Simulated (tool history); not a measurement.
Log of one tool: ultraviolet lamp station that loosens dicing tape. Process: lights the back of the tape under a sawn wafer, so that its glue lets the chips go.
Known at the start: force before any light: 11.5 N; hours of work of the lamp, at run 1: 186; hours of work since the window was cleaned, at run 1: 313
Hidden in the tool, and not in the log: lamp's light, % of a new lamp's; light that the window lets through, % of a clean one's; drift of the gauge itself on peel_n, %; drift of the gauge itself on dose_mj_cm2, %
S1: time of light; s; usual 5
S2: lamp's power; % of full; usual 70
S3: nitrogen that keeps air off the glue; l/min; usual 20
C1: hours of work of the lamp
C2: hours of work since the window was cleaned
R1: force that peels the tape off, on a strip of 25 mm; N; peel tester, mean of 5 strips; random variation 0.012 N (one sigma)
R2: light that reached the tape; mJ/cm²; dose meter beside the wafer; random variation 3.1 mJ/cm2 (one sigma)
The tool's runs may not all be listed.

Run 1, hour 0: usual settings; C1 186; C2 313. Result: R1 0.833 N, R2 381 mJ/cm².
Run 2, hour 24.3: usual settings; C1 200; C2 328. Result: R1 0.84 N, R2 382 mJ/cm².
At hour 29.9: window cleaned of glue's vapour.
Run 3, hour 41.2: usual settings but S3 8 l/min; C1 210; C2 7. Result: R1 1.29 N, R2 411 mJ/cm².
Run 4, hour 70.8: usual settings but S3 8 l/min; C1 228; C2 25. Result: R1 1.365 N, R2 408 mJ/cm².
Run 5, hour 85.1: usual settings but S2 95 % of full; C1 237; C2 34. Result: R1 0.356 N, R2 552 mJ/cm².
Run 6, hour 112.9: usual settings but S3 31 l/min; C1 254; C2 51. Result: R1 0.605 N, R2 403 mJ/cm².
Run 7, hour 126.7: usual settings but S3 31 l/min; C1 263; C2 59. Result: R1 0.618 N, R2 400 mJ/cm².
Run 8, hour 156.7: usual settings but S2 66 % of full; C1 281; C2 77. Result: R1 0.943 N, R2 373 mJ/cm².
Run 9, hour 175.3: usual settings; C1 292; C2 89. Result: R1 0.813 N, R2 392 mJ/cm².
Run 10, hour 196.8: usual settings; C1 305; C2 102. Result: R1 0.848 N, R2 384 mJ/cm².
Run 11, hour 216.4: usual settings; C1 317; C2 114. Result: R1 0.884 N, R2 382 mJ/cm².
Run 12, hour 242.9: usual settings; C1 333; C2 130. Result: R1 0.906 N, R2 377 mJ/cm².
Run 13, hour 270.3: usual settings; C1 350; C2 146. Result: R1 0.951 N, R2 374 mJ/cm².
Run 14, hour 297.2: usual settings; C1 366; C2 163. Result: R1 0.958 N, R2 364 mJ/cm².
Run 15, hour 322.8: usual settings; C1 382; C2 178. Result: R1 0.985 N, R2 359 mJ/cm².
Run 16, hour 346.7: usual settings; C1 397; C2 193. Result: R1 1.016 N, R2 357 mJ/cm².
Run 17, hour 369.9: usual settings; C1 411; C2 207. Result: R1 1.06 N, R2 355 mJ/cm².
Run 18, hour 392.4: usual settings; C1 424; C2 221. Result: R1 1.024 N, R2 350 mJ/cm².
Run 19, hour 411.9: usual settings but S3 12 l/min; C1 436; C2 233. Result: R1 1.463 N, R2 346 mJ/cm².
Run 20, hour 441.1: usual settings; C1 454; C2 250. Result: R1 1.11 N, R2 343 mJ/cm².
Run 21, hour 468.2: usual settings; C1 471; C2 267. Result: R1 1.19 N, R2 339 mJ/cm².
Run 22, hour 485.4: usual settings but S1 8 s, S2 66 % of full, S3 16 l/min; C1 481; C2 277. Result: R1 0.501 N, R2 502 mJ/cm².
Run 23, hour 516.1: usual settings but S1 2 s, S2 72 % of full, S3 28 l/min; C1 500; C2 296. Result: R1 4.238 N, R2 135 mJ/cm².
Run 24, hour 535.3: usual settings but S1 2 s, S2 72 % of full, S3 28 l/min; C1 511; C2 308. Result: R1 3.999 N, R2 133 mJ/cm².
Run 25, hour 556.8: usual settings but S1 2 s, S2 72 % of full, S3 28 l/min; C1 525; C2 321. Result: R1 4.204 N, R2 132 mJ/cm².
At hour 574.1: window cleaned of glue's vapour.
Run 26, hour 578.1: usual settings but S1 2 s, S2 72 % of full, S3 28 l/min; C1 537; C2 2. Result: R1 3.952 N, R2 143 mJ/cm².
Run 27, hour 597.5: usual settings but S1 3 s, S2 87 % of full, S3 10 l/min; C1 549; C2 14. Result: R1 2.624 N, R2 256 mJ/cm².
Run 28, hour 614.5: usual settings but S2 66 % of full; C1 559; C2 25. Result: R1 1.3 N, R2 320 mJ/cm².
Run 29, hour 637: usual settings but S2 99 % of full, S3 16 l/min; C1 573; C2 38. Result: R1 0.606 N, R2 470 mJ/cm².
Run 30, hour 661.6: usual settings but S2 99 % of full, S3 16 l/min; C1 588; C2 53. Result: R1 0.635 N, R2 473 mJ/cm².
Run 31, hour 681.7: usual settings but S1 7 s, S2 67 % of full, S3 12 l/min; C1 600; C2 66. Result: R1 0.906 N, R2 437 mJ/cm².
Run 32, hour 708.7: usual settings but S1 9 s, S2 63 % of full, S3 9 l/min; C1 617; C2 82. Result: R1 0.724 N, R2 521 mJ/cm².
Run 33, hour 738.5: usual settings but S1 3 s; C1 635; C2 100. Result: R1 3.007 N, R2 192 mJ/cm².
Run 34, hour 753: usual settings but S1 3 s; C1 644; C2 109. Result: R1 3.034 N, R2 193 mJ/cm².
Run 35, hour 780.2: usual settings but S2 60 % of full, S3 6 l/min; C1 660; C2 126. Result: R1 3.079 N, R2 266 mJ/cm².
Run 36, hour 801.6: usual settings but S2 60 % of full, S3 6 l/min; C1 673; C2 139. Result: R1 3.214 N, R2 263 mJ/cm².
Run 37, hour 829.4: usual settings but S1 2 s, S2 60 % of full, S3 6 l/min; C1 690; C2 155. Result: R1 7.053 N, R2 103 mJ/cm².
Run 38, hour 844.6: usual settings but S1 4 s, S2 81 % of full; C1 700; C2 165. Result: R1 1.704 N, R2 275 mJ/cm².
Run 39, hour 861.3: usual settings but S2 82 % of full, S3 7 l/min; C1 710; C2 175. Result: R1 1.962 N, R2 350 mJ/cm².
Run 40, hour 882.5: usual settings but S2 79 % of full, S3 8 l/min; C1 723; C2 188. Result: R1 1.947 N, R2 326 mJ/cm².
Run 41, hour 900.7: usual settings but S1 2 s, S2 89 % of full, S3 16 l/min; C1 734; C2 199. Result: R1 4.245 N, R2 148 mJ/cm².
Run 42, hour 926.1: usual settings but S1 4 s, S2 91 % of full; C1 749; C2 214. Result: R1 1.487 N, R2 295 mJ/cm².

Forecast each of these 3 alternatives for the next run:
Run A, hour 941.7: usual settings but S1 4 s, S2 65 % of full, S3 31 l/min; C1 759; C2 224. Result: R1 ?, R2 ?.
Run B, hour 941.7: usual settings but S2 95 % of full; C1 759; C2 224. Result: R1 ?, R2 ?.
Run C, hour 941.7: usual settings but S2 79 % of full, S3 11 l/min; C1 759; C2 224. Result: R1 ?, R2 ?.

run     R1   R2
  A   2.24  212
  B  0.892  385
  C  1.796  316
Without the tool's hidden state the same runs would have given:
run     R1   R2
  A  0.848  351
  B  0.275  637
  C  0.614  525
